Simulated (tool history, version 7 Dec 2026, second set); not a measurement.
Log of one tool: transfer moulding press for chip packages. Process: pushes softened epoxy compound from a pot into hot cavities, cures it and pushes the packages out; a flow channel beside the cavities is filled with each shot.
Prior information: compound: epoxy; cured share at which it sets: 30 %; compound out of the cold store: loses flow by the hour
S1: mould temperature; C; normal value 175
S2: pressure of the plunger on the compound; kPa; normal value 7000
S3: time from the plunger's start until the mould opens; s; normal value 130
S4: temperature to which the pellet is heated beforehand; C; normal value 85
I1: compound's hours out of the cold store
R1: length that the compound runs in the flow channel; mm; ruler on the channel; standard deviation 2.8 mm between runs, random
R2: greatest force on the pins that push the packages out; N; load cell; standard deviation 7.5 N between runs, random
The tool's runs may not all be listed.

Run 1, hour 0: usual settings; I1 46.2. Result: R1 634 mm, R2 370 N.
Run 2, hour 15.9: usual settings; I1 16.2. Result: R1 698 mm, R2 419 N.
At hour 26.4: cavities cleaned with cleaning compound and waxed.
Run 3, hour 29.5: usual settings; I1 25.2. Result: R1 671 mm, R2 329 N.
Run 4, hour 48.9: usual settings; I1 46.3. Result: R1 626 mm, R2 374 N.
At hour 71.9: cavities cleaned with cleaning compound and waxed.
Run 5, hour 73.4: usual settings; I1 33.9. Result: R1 651 mm, R2 328 N.
Run 6, hour 88.1: usual settings but S3 116 s; I1 11.6. Result: R1 698 mm, R2 411 N.
Run 7, hour 108.5: usual settings but S3 116 s; I1 43.7. Result: R1 623 mm, R2 453 N.
At hour 116.9: cavities cleaned with cleaning compound and waxed.
Run 8, hour 126: usual settings but S3 116 s; I1 29.9. Result: R1 659 mm, R2 406 N.
At hour 149.8: mould's thermocouples calibrated.
Run 9, hour 153: usual settings but S3 116 s; I1 42.3. Result: R1 633 mm, R2 450 N.
At hour 165.1: cavities cleaned with cleaning compound and waxed.
Run 10, hour 170.4: usual settings but S3 116 s; I1 46.1. Result: R1 625 mm, R2 374 N.
Run 11, hour 195.1: usual settings but S3 116 s; I1 31.5. Result: R1 658 mm, R2 451 N.
At hour 211.2: cavities cleaned with cleaning compound and waxed.
Run 12, hour 218.6: usual settings; I1 23.9. Result: R1 665 mm, R2 352 N.
Run 13, hour 247.2: usual settings; I1 17.5. Result: R1 682 mm, R2 408 N.
At hour 257.8: cavities cleaned with cleaning compound and waxed.
Run 14, hour 262.3: usual settings but S1 181 C, S2 5300 kPa, S3 120 s, S4 75 C; I1 39. Result: R1 543 mm, R2 314 N.
Run 15, hour 286.6: usual settings but S2 5430 kPa, S3 114 s; I1 10.4. Result: R1 615 mm, R2 477 N.
At hour 304: cavities cleaned with cleaning compound and waxed.
Run 16, hour 310.2: usual settings but S4 87 C; I1 26. Result: R1 662 mm, R2 349 N.
Run 17, hour 337: usual settings but S3 128 s, S4 87 C; I1 31.6. Result: R1 648 mm, R2 386 N.
At hour 349: cavities cleaned with cleaning compound and waxed.
Run 18, hour 356.4: usual settings but S1 171 C, S2 6850 kPa, S3 128 s, S4 87 C; I1 27. Result: R1 664 mm, R2 409 N.
Run 19, hour 384.8: usual settings but S1 167 C, S2 6070 kPa, S3 134 s, S4 77 C; I1 43.8. Result: R1 598 mm, R2 575 N.
At hour 395: cavities cleaned with cleaning compound and waxed.
Run 20, hour 406.1: usual settings but S1 167 C, S2 6070 kPa, S3 134 s, S4 77 C; I1 39.2. Result: R1 606 mm, R2 497 N.
Run 21, hour 422.9: usual settings but S2 5870 kPa, S4 76 C; I1 20. Result: R1 612 mm, R2 412 N.
At hour 441.4: cavities cleaned with cleaning compound and waxed.
Run 22, hour 451.3: usual settings but S2 5870 kPa, S4 76 C; I1 31.3. Result: R1 593 mm, R2 353 N.
Run 23, hour 474.9: usual settings but S2 5870 kPa, S4 76 C; I1 36.4. Result: R1 578 mm, R2 409 N.

What if the next run were any one of these 4? Each begins from the tool's condition after run 23:
At hour 486.7: cavities cleaned with cleaning compound and waxed.
Run A, hour 494: usual settings but S2 8360 kPa, S3 120 s; I1 25.2. Result: R1 ?, R2 ?.
At hour 486.7: cavities cleaned with cleaning compound and waxed.
Run B, hour 494: usual settings but S1 169 C, S2 5870 kPa, S3 111 s, S4 90 C; I1 39.5. Result: R1 ?, R2 ?.
At hour 486.7: cavities cleaned with cleaning compound and waxed.
Run C, hour 494: usual settings but S2 5710 kPa, S3 118 s, S4 92 C; I1 10.6. Result: R1 ?, R2 ?.
At hour 486.7: cavities cleaned with cleaning compound and waxed.
Run D, hour 494: usual settings but S2 7570 kPa; I1 35.2. Result: R1 ?, R2 ?.

run   R1   R2
  A  717  381
  B  584  589
  C  620  395
  D  661  334
With the hidden condition removed and each run's random variation left untouched, the same runs would have given:
run   R1   R2
  A  743  356
  B  606  550
  C  643  369
  D  686  311
